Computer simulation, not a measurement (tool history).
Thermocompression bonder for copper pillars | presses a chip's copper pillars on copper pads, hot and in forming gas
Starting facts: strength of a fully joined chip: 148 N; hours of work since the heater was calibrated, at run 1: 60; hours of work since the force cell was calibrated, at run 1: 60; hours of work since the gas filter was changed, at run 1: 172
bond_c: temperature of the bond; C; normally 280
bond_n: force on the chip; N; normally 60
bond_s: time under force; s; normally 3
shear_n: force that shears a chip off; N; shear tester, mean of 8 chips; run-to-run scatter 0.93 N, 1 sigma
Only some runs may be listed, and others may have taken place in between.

run,hour,bond_c,bond_n,bond_s,hours of work since the heater was calibrated,hours of work since the force cell was calibrated,hours of work since the gas filter was changed,shear_n
1,0,280,60,3,60,60,172,77.6
2,32.8,280,60,3,83,83,196,77.7
# hour 85.4: forming gas filter changed
3,87.2,280,60,3,121,121,1,79.6
4,155.9,280,53,3,170,170,50,69.3
5,213.8,280,53,3,211,211,91,68.8
6,262,280,53,3,245,245,125,69.1
7,318,280,53,3,285,285,164,69.4
8,378.8,255,53,3,328,328,208,46.5
# hour 412.9: forming gas filter changed
9,418.8,255,53,3,355,355,4,46.9
10,456.6,280,60,3,382,382,31,76.3
11,526.6,280,60,3,432,432,80,77.9
12,583,280,60,3,472,472,120,79.5
13,621.5,282,60,2,499,499,148,70.2
14,665.5,280,79,7,530,530,179,120.2
15,723.2,269,65,3,571,571,219,72.9
# hour 741: forming gas filter changed
16,769.5,269,65,3,603,603,20,71.2
17,810.7,305,43,3,632,632,49,76.7
18,846.5,274,36,3,658,658,75,40.2
19,881.6,274,36,3,682,682,99,41.5
20,937.1,274,36,3,722,722,139,41.4
21,993.8,284,64,3,762,762,179,86.6
22,1055,284,64,3,805,805,222,84.5
# hour 1071: forming gas filter changed
23,1094.9,271,64,3,833,833,17,73.7

Below are 3 alternative next runs, each starting from the tool's condition after run 23. Predict each:
A,1145.9,283,46,8,869,869,53,?
B,1145.9,280,54,5,869,869,53,?
C,1145.9,271,40,3,869,869,53,?

run,shear_n
A,87.4
B,83.6
C,44.8
Stripped of hidden state, with their random variation kept, the same runs would have yielded:
run,shear_n
A,87.7
B,83.9
C,45
